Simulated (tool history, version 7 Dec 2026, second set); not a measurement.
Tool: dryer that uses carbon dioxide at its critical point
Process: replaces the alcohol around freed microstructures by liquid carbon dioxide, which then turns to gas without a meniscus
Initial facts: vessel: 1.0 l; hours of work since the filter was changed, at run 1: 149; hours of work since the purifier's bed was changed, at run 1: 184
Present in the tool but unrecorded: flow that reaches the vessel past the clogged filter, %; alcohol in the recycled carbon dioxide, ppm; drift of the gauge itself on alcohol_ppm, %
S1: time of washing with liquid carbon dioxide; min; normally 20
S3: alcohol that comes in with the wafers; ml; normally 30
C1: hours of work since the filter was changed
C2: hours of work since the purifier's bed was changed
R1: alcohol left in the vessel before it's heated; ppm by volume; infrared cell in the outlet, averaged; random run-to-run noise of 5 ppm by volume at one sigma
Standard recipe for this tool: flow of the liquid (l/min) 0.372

{"run": 1, "day": 0.0, "S1": 20, "flow of the liquid (l/min)": 0.372, "S3": 30, "C1": 149, "C2": 184, "R1": 33}
{"run": 2, "day": 0.525, "S1": 20, "flow of the liquid (l/min)": 0.372, "S3": 27, "C1": 155, "C2": 189, "R1": 42}
{"run": 3, "day": 1.725, "S1": 20, "flow of the liquid (l/min)": 0.233, "S3": 27, "C1": 167, "C2": 201, "R1": 384}
{"run": 4, "day": 2.825, "S1": 20, "flow of the liquid (l/min)": 0.233, "S3": 27, "C1": 178, "C2": 212, "R1": 384}
{"run": 5, "day": 3.95, "S1": 20, "flow of the liquid (l/min)": 0.233, "S3": 27, "C1": 189, "C2": 224, "R1": 393}
{"run": 6, "day": 4.812, "S1": 20, "flow of the liquid (l/min)": 0.233, "S3": 27, "C1": 198, "C2": 232, "R1": 405}
{"run": 7, "day": 5.812, "S1": 20, "flow of the liquid (l/min)": 0.233, "S3": 27, "C1": 208, "C2": 242, "R1": 403}
{"run": 8, "day": 6.612, "S1": 20, "flow of the liquid (l/min)": 0.372, "S3": 30, "C1": 216, "C2": 250, "R1": 55}
{"run": 9, "day": 7.771, "S1": 20, "flow of the liquid (l/min)": 0.372, "S3": 30, "C1": 227, "C2": 262, "R1": 43}
{"run": 10, "day": 8.896, "S1": 20, "flow of the liquid (l/min)": 0.372, "S3": 29, "C1": 239, "C2": 273, "R1": 47}
{"run": 11, "day": 10.083, "S1": 20, "flow of the liquid (l/min)": 0.372, "S3": 29, "C1": 250, "C2": 285, "R1": 54}
{"run": 12, "day": 11.142, "S1": 20, "flow of the liquid (l/min)": 0.372, "S3": 30, "C1": 261, "C2": 296, "R1": 50}
{"run": 13, "day": 11.671, "S1": 20, "flow of the liquid (l/min)": 0.372, "S3": 30, "C1": 266, "C2": 301, "R1": 54}
{"run": 14, "day": 12.758, "S1": 20, "flow of the liquid (l/min)": 0.372, "S3": 30, "C1": 277, "C2": 312, "R1": 44}

What does the tool deliver on the next run?
{"run": 15, "day": 13.388, "S1": 20, "flow of the liquid (l/min)": 0.372, "S3": 30, "C1": 284, "C2": 318, "R1": "?"}

{"run 15": {"R1": 48}}
Had the tool carried no hidden state, the very same run would have given R1 17 ppm by volume.
